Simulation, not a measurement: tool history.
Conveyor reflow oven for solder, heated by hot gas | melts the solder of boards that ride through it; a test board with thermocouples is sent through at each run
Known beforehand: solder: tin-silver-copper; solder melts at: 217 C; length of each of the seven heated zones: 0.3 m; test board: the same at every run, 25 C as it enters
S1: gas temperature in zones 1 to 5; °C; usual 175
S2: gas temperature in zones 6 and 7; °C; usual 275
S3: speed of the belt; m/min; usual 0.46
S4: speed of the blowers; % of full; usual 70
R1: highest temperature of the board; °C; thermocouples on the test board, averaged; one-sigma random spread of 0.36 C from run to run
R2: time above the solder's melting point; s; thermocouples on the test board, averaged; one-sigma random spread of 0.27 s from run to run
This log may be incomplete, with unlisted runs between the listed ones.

| run | hour | S1 | S2 | S3 | S4 | R1 | R2 |
|---|---|---|---|---|---|---|---|
| 1 | 0 | 175 | 275 | 0.46 | 70 | 256.4 | 61.7 |
| 2 | 26.7 | 175 | 275 | 0.46 | 70 | 257 | 62.6 |
| 3 | 68.7 | 175 | 275 | 0.382 | 70 | 262 | 81 |
| 4 | 101.7 | 175 | 275 | 0.382 | 70 | 261.2 | 80.7 |
| 5 | 148.5 | 175 | 275 | 0.382 | 70 | 261.8 | 80.9 |
| 6 | 186.1 | 175 | 273 | 0.46 | 70 | 254.3 | 61.2 |
| 7 | 215.7 | 175 | 275 | 0.46 | 65 | 254.7 | 60.6 |
| 8 | 267.5 | 175 | 275 | 0.46 | 70 | 255.9 | 62.8 |
| 9 | 309.2 | 175 | 275 | 0.46 | 70 | 255.1 | 61.8 |
| 10 | 343.1 | 175 | 275 | 0.46 | 70 | 254.9 | 62.1 |
| 11 | 369.4 | 175 | 275 | 0.46 | 70 | 255.2 | 61.4 |
| 12 | 407.6 | 182 | 275 | 0.46 | 70 | 257.1 | 65.2 |
|  | 427.6 | flux residue cleaned out of gas plates and filters |
| 13 | 445 | 182 | 275 | 0.46 | 70 | 258.9 | 67.3 |
| 14 | 469.1 | 182 | 275 | 0.477 | 70 | 258 | 63.8 |
| 15 | 522.5 | 182 | 275 | 0.477 | 70 | 258.2 | 63.4 |
| 16 | 551.9 | 182 | 275 | 0.477 | 70 | 257.8 | 63.6 |
| 17 | 579.8 | 182 | 275 | 0.477 | 70 | 258.2 | 64.2 |
| 18 | 625.8 | 168 | 265 | 0.46 | 81 | 250.5 | 57.5 |
| 19 | 663.8 | 168 | 265 | 0.445 | 84 | 252.1 | 61 |
| 20 | 698.9 | 168 | 265 | 0.445 | 84 | 251.6 | 60.6 |
| 21 | 735.4 | 168 | 265 | 0.445 | 84 | 251.9 | 61.1 |
| 22 | 778 | 175 | 275 | 0.46 | 86 | 261.5 | 66.8 |
| 23 | 815.6 | 175 | 275 | 0.46 | 86 | 260.7 | 66.5 |
| 24 | 841.9 | 175 | 267 | 0.507 | 51 | 238.3 | 38.7 |
| 25 | 868.7 | 175 | 267 | 0.507 | 51 | 238.1 | 38.9 |
|  | 877.4 | thermocouples of zones 6 and 7 changed |
|  | 883.9 | belt drive overhauled, speed set with a stopwatch |
| 26 | 920.7 | 175 | 270 | 0.46 | 65 | 251.4 | 57.2 |
| 27 | 969 | 175 | 270 | 0.46 | 65 | 251.1 | 57.6 |
| 28 | 1001.6 | 175 | 270 | 0.46 | 65 | 251.6 | 56.9 |
| 29 | 1052.7 | 173 | 263 | 0.46 | 78 | 249 | 55.5 |
| 30 | 1086.6 | 187 | 280 | 0.413 | 78 | 267.9 | 80.9 |

Here are 4 independent what-if runs from the current tool condition. What would each one return?
| A | 1134.9 | 175 | 275 | 0.46 | 62 | ? | ? |
| B | 1134.9 | 187 | 280 | 0.413 | 51 | ? | ? |
| C | 1134.9 | 160 | 275 | 0.508 | 70 | ? | ? |
| D | 1134.9 | 169 | 280 | 0.48 | 78 | ? | ? |

| run | R1 | R2 |
|---|---|---|
| A | 253.4 | 59.2 |
| B | 259.2 | 75.7 |
| C | 249.4 | 45.3 |
| D | 260.8 | 59.1 |
The same runs, with their run-to-run variation unchanged, on a tool lacking any hidden condition would have given:
| run | R1 | R2 |
|---|---|---|
| A | 255.5 | 61 |
| B | 260.9 | 76.9 |
| C | 252.2 | 47.7 |
| D | 263.4 | 60.7 |
